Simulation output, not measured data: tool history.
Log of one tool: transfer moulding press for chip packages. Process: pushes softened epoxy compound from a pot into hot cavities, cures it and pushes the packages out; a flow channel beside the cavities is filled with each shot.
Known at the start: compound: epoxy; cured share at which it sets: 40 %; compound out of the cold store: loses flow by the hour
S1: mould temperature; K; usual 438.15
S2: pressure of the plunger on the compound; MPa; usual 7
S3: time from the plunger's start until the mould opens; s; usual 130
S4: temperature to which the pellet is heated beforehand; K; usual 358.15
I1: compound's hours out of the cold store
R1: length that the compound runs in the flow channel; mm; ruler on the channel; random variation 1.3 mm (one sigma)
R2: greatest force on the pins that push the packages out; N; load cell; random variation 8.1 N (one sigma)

| run | hour | S1 | S2 | S3 | S4 | I1 | R1 | R2 |
|---|---|---|---|---|---|---|---|---|
| 1 | 0 | 438.15 | 7 | 130 | 358.15 | 17.3 | 654 | 689 |
|  | 5 | cavities cleaned with cleaning compound and waxed |
| 2 | 25.7 | 438.15 | 7 | 130 | 358.15 | 27.6 | 640 | 479 |
| 3 | 73 | 438.15 | 7 | 130 | 361.15 | 26.2 | 638 | 665 |
|  | 100 | cavities cleaned with cleaning compound and waxed |
|  | 104.8 | mould's thermocouples calibrated |
|  | 109.4 | plunger's sealing rings changed |
| 4 | 113 | 438.15 | 7 | 130 | 358.15 | 41.8 | 637 | 432 |
| 5 | 143.8 | 438.15 | 7 | 130 | 358.15 | 29.4 | 657 | 567 |
| 6 | 189.2 | 438.15 | 7 | 130 | 358.15 | 16.7 | 672 | 683 |
|  | 198.7 | cavities cleaned with cleaning compound and waxed |
| 7 | 221.6 | 438.15 | 7 | 129 | 358.15 | 21.3 | 661 | 499 |
| 8 | 262.3 | 438.15 | 7 | 142 | 358.15 | 33.1 | 641 | 603 |
|  | 291.6 | cavities cleaned with cleaning compound and waxed |
| 9 | 294.7 | 438.15 | 5.43 | 130 | 358.15 | 25 | 575 | 376 |
| 10 | 320.7 | 438.15 | 7 | 130 | 358.15 | 12.4 | 671 | 532 |
| 11 | 341.5 | 438.15 | 7 | 130 | 358.15 | 10.5 | 671 | 595 |
| 12 | 368.6 | 438.15 | 7 | 152 | 358.15 | 12.9 | 665 | 619 |
|  | 386.1 | cavities cleaned with cleaning compound and waxed |
| 13 | 397.8 | 438.15 | 7 | 130 | 358.15 | 18.5 | 653 | 434 |
| 14 | 424.9 | 438.15 | 7 | 130 | 358.15 | 39.7 | 622 | 556 |
| 15 | 452 | 438.15 | 7 | 130 | 358.15 | 23.1 | 642 | 655 |
|  | 479.1 | cavities cleaned with cleaning compound and waxed |
|  | 490.9 | plunger's sealing rings changed |
| 16 | 490.9 | 438.15 | 5.66 | 130 | 363.15 | 43.5 | 573 | 418 |
| 17 | 519.7 | 438.15 | 5.66 | 130 | 363.15 | 28.6 | 592 | 557 |
| 18 | 562.7 | 444.15 | 6.86 | 152 | 359.15 | 47.8 | 596 | 639 |
|  | 575.1 | cavities cleaned with cleaning compound and waxed |
| 19 | 610.8 | 431.15 | 6.7 | 137 | 358.15 | 17.9 | 695 | 767 |
| 20 | 650.9 | 431.15 | 6.7 | 137 | 358.15 | 21.5 | 683 | 958 |
|  | 670.1 | cavities cleaned with cleaning compound and waxed |
|  | 694 | mould's thermocouples calibrated |
| 21 | 694.6 | 431.15 | 6.7 | 137 | 358.15 | 30.9 | 660 | 630 |
| 22 | 739.8 | 442.15 | 6.51 | 111 | 350.15 | 46.4 | 578 | 644 |
|  | 766.4 | cavities cleaned with cleaning compound and waxed |
| 23 | 775.6 | 442.15 | 6.51 | 111 | 350.15 | 34.4 | 590 | 419 |
| 24 | 798.5 | 438.15 | 6.07 | 130 | 365.15 | 22.6 | 602 | 521 |
| 25 | 825.6 | 438.15 | 6.44 | 113 | 367.15 | 24.8 | 612 | 733 |
| 26 | 854 | 438.15 | 6.44 | 113 | 367.15 | 11.9 | 629 | 779 |
|  | 859.1 | cavities cleaned with cleaning compound and waxed |
|  | 876.4 | plunger's sealing rings changed |
| 27 | 883.1 | 438.15 | 7 | 135 | 358.15 | 28.1 | 660 | 459 |

Some steps in R1 between neighbouring runs. How much of each would the tool show without its hidden state too (settings, what came in, random variation), and how much is left for the hidden state, with any gauge scatter that isn't in both results?
The hidden state here: true mould temperature over the reading, C; pressure that reaches the compound, % of what is set; grip of the stained cavities, % over clean ones'; drift of the gauge itself on flow_mm, %; drift of the gauge itself on push_out_n, %.
Run 9 -> 10: S2 5.43 -> 7. R1 +96 mm: hidden state -4, all else +100.
Run 15 -> 16: S2 7 -> 5.66, S4 358.15 -> 363.15, cavities cleaned with cleaning compound and waxed, plunger's sealing rings changed. R1 -69 mm: hidden state +26, all else -95.
Run 18 -> 19: S1 444.15 -> 431.15, S2 6.86 -> 6.7, S3 152 -> 137, S4 359.15 -> 358.15, cavities cleaned with cleaning compound and waxed. R1 +99 mm: hidden state -2, all else +101.
Run 26 -> 27: S2 6.44 -> 7, S3 113 -> 135, S4 367.15 -> 358.15, cavities cleaned with cleaning compound and waxed, plunger's sealing rings changed. R1 +31 mm: hidden state +27, all else +4.
